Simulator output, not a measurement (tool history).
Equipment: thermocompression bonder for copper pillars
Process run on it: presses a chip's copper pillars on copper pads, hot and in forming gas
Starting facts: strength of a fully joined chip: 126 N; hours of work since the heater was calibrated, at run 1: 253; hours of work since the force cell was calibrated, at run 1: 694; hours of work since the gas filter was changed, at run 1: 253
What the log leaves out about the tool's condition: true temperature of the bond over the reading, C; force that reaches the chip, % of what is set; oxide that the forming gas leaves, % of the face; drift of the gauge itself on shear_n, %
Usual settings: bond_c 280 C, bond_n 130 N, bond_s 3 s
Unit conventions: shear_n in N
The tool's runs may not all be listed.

run     day  bond_c  bond_n  bond_s  hours of work since the heater was calibrated  hours of work since the force cell was calibrated  hours of work since the gas filter was changed  shear_n
  1       0     280     130       3                                            253                                                694                                             253     49.5
  2   1.033     280     130       3                                            272                                                712                                             272     49.3
      1.158  -- forming gas filter changed
  3   3.212     280     130       3                                            309                                                750                                              36     50.6
  4   4.542     280     130       3                                            332                                                773                                              59     53.3
  5   5.496     280     130       3                                            349                                                790                                              76     50.6
  6   7.479     280     138       3                                            384                                                824                                             110     52.9
  7   9.142     280     130       3                                            413                                                853                                             139     51.8
  8  10.875     280     130       3                                            443                                                884                                             169     50.4
  9  13.029     280     130       3                                            480                                                921                                             207     51.9
 10  14.321     280     130       4                                            503                                                944                                             230     56.8
 11  16.538     280     130       3                                            542                                                982                                             268     50.2
     16.942  -- forming gas filter changed
 12  18.467     280     131       3                                            575                                               1016                                              27     54.7
 13  19.683     280     131       3                                            596                                               1037                                              48     53.2
 14  22.025     280     184       3                                            637                                               1078                                              89     66.7
 15   23.85     280     184       3                                            669                                               1109                                             121     65.9
 16  25.217     280     146       3                                            693                                               1133                                             144     55.8
     26.825  -- force cell calibrated
 17  27.458     280     146       3                                            731                                                 11                                             182     54.9
 18  29.612     280     146       4                                            768                                                 49                                             220       61
 19  31.683     280     193       3                                            804                                                 85                                             256     65.9
     32.725  -- forming gas filter changed
 20  33.621     280     193       3                                            838                                                118                                              16     70.2
 21  35.438     294     187       3                                            869                                                150                                              47     76.3
 22  37.333     256     136       4                                            902                                                183                                              80     45.6
 23  38.558     256     136       4                                            924                                                204                                             102     45.9
 24  40.821     283     136       2                                            963                                                244                                             141     48.4
 25  43.033     280      90       2                                           1002                                                282                                             180     35.1
 26  44.621     253      90       2                                           1030                                                310                                             208     23.7
 27  46.129     253      90       2                                           1056                                                336                                             234     23.4
 28  47.925     253      90       2                                           1087                                                368                                             265     23.4
     48.442  -- forming gas filter changed
 29  49.029     253      90       2                                           1106                                                387                                              10     24.4
 30  51.346     280      91       3                                           1147                                                427                                              51     43.3
 31  52.783     306     190       5                                           1172                                                452                                              76     97.5
 32  54.738     256     101       9                                           1206                                                486                                             110     53.1
 33  56.583     256     101       9                                           1238                                                518                                             142     52.2
 34  58.725     256     101       9                                           1275                                                556                                             179     52.8
 35  60.629     268     101       3                                           1308                                                589                                             213     39.3

A few steps of shear_n between consecutive runs. Split each: what settings, incoming material and random variation would produce without the hidden state, and what is left over for the hidden state, along with gauge scatter present in only one of the two compared results (measured, and without hidden state):
Run 2 -> 3: forming gas filter changed. shear_n +1.3 N: hidden state +2.1, all else -0.8.
Run 11 -> 12: bond_n 130 -> 131, forming gas filter changed. shear_n +4.5 N: hidden state +2.4, all else +2.1.
Run 19 -> 20: forming gas filter changed. shear_n +4.3 N: hidden state +2.9, all else +1.4.
Run 21 -> 22: bond_c 294 -> 256, bond_n 187 -> 136, bond_s 3 -> 4. shear_n -30.7 N: hidden state -0.5, all else -30.2.
Run 30 -> 31: bond_c 280 -> 306, bond_n 91 -> 190, bond_s 3 -> 5. shear_n +54.2 N: hidden state +0.4, all else +53.8.
Run 31 -> 32: bond_c 306 -> 256, bond_n 190 -> 101, bond_s 5 -> 9. shear_n -44.4 N: hidden state +0.6, all else -45.
